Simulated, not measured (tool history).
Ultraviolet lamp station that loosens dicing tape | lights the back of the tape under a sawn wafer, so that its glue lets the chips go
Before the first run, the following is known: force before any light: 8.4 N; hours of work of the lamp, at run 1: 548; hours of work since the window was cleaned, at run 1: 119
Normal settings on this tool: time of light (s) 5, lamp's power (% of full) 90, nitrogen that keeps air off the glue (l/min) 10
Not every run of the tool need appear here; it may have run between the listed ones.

| run | hour | time of light (s) | lamp's power (% of full) | nitrogen that keeps air off the glue (l/min) | hours of work of the lamp | hours of work since the window was cleaned | force that peels the tape off (N) | light that reached the tape (J/m2) |
|---|---|---|---|---|---|---|---|---|
| 1 | 0 | 5 | 90 | 10 | 548 | 119 | 0.644 | 5660 |
| 2 | 19.8 | 5 | 90 | 10 | 563 | 134 | 0.643 | 5670 |
| 3 | 34.1 | 5 | 90 | 10 | 573 | 144 | 0.653 | 5650 |
| 4 | 48.7 | 5 | 90 | 10 | 584 | 155 | 0.628 | 5650 |
| 5 | 59.9 | 5 | 90 | 10 | 592 | 163 | 0.622 | 5700 |
| 6 | 74.5 | 5 | 90 | 10 | 603 | 174 | 0.639 | 5680 |
| 7 | 90.7 | 5 | 90 | 10 | 615 | 186 | 0.649 | 5700 |
| 8 | 105.1 | 3 | 73 | 14 | 625 | 196 | 2.067 | 2760 |
| 9 | 123.9 | 5 | 77 | 14 | 639 | 210 | 0.783 | 4870 |
| 10 | 135.4 | 5 | 77 | 14 | 647 | 219 | 0.765 | 4830 |
| 11 | 154.6 | 6 | 77 | 4 | 662 | 233 | 1.119 | 5750 |
| 12 | 165.7 | 9 | 87 | 4 | 670 | 241 | 0.311 | 9780 |
| 13 | 181.5 | 6 | 81 | 8 | 681 | 253 | 0.639 | 6080 |
| 14 | 194.7 | 2 | 91 | 10 | 691 | 262 | 2.866 | 2290 |

Branching from run 14: 3 alternative next runs. What would each branch give?
| A | 211.9 | 4 | 98 | 4 | 704 | 275 | ? | ? |
| B | 211.9 | 6 | 68 | 10 | 704 | 275 | ? | ? |
| C | 211.9 | 4 | 64 | 8 | 704 | 275 | ? | ? |

| run | force that peels the tape off (N) | light that reached the tape (J/m2) |
|---|---|---|
| A | 1.535 | 4940 |
| B | 0.819 | 5170 |
| C | 2.063 | 3240 |
Stripped of hidden state, with their random variation kept, the same runs would have yielded:
| run | force that peels the tape off (N) | light that reached the tape (J/m2) |
|---|---|---|
| A | 1.532 | 4950 |
| B | 0.817 | 5170 |
| C | 2.06 | 3240 |
